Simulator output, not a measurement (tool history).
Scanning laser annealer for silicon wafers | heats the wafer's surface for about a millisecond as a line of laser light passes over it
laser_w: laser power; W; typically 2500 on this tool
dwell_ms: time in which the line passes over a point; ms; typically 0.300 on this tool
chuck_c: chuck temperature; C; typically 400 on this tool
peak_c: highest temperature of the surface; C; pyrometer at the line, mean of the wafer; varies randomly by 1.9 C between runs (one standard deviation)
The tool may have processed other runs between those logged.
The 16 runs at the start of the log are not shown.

| run | day | laser_w | dwell_ms | chuck_c | hours of work since the window was cleaned | hours of work since the power meter was calibrated | hours of work since the optics were aligned | peak_c |
|---|---|---|---|---|---|---|---|---|
| 17 | 28.838 | 2310 | 0.300 | 429 | 404 | 1051 | 860 | 1121 |
| 18 | 31.046 | 2310 | 0.300 | 429 | 432 | 1080 | 888 | 1115 |
| 19 | 32.392 | 2310 | 0.300 | 429 | 449 | 1097 | 905 | 1109 |
| 20 | 34.142 | 2310 | 0.300 | 429 | 472 | 1120 | 928 | 1110 |
| 21 | 35.658 | 2500 | 0.300 | 400 | 491 | 1139 | 947 | 1156 |
| 22 | 38.158 | 2500 | 0.300 | 400 | 524 | 1171 | 980 | 1152 |
| 23 | 39.604 | 2748 | 0.230 | 400 | 542 | 1190 | 998 | 1147 |
| 24 | 41.546 | 2302 | 0.219 | 400 | 567 | 1215 | 1023 | 980 |
| 25 | 42.796 | 2302 | 0.219 | 400 | 583 | 1231 | 1039 | 976 |
| 26 | 44.817 | 2727 | 0.280 | 400 | 609 | 1257 | 1065 | 1206 |
| 27 | 46.742 | 2220 | 0.352 | 365 | 634 | 1282 | 1090 | 1056 |
|  | 48.012 | optics aligned, line set to its width |
| 28 | 48.271 | 2220 | 0.352 | 365 | 651 | 1299 | 3 | 1062 |
| 29 | 50.500 | 2577 | 0.300 | 400 | 680 | 1328 | 32 | 1178 |
| 30 | 52.867 | 2733 | 0.279 | 404 | 710 | 1358 | 62 | 1215 |
| 31 | 54.750 | 2733 | 0.289 | 436 | 735 | 1382 | 87 | 1255 |
| 32 | 55.917 | 2536 | 0.300 | 398 | 750 | 1397 | 102 | 1157 |
| 33 | 56.942 | 2536 | 0.300 | 398 | 763 | 1411 | 115 | 1155 |
| 34 | 58.550 | 2560 | 0.218 | 398 | 783 | 1431 | 136 | 1053 |
|  | 60.221 | window over the wafer cleaned |
| 35 | 60.312 | 2560 | 0.218 | 398 | 1 | 1453 | 157 | 1102 |
| 36 | 62.654 | 2560 | 0.218 | 398 | 31 | 1483 | 187 | 1102 |
| 37 | 64.396 | 2560 | 0.225 | 398 | 54 | 1505 | 210 | 1110 |
| 38 | 66.221 | 2574 | 0.326 | 404 | 77 | 1529 | 233 | 1257 |
| 39 | 68.021 | 2500 | 0.244 | 401 | 100 | 1552 | 256 | 1111 |
| 40 | 69.346 | 2625 | 0.244 | 428 | 117 | 1569 | 274 | 1189 |
| 41 | 71.529 | 2625 | 0.244 | 428 | 146 | 1597 | 302 | 1178 |

For run 42, what comes out?
| 42 | 72.858 | 2694 | 0.244 | 434 | 163 | 1614 | 319 | ? |

Run 42 gave peak_c 1217 C.
On a tool with no hidden condition, and with the same random variation, this run would have come out at peak_c 1250 C.
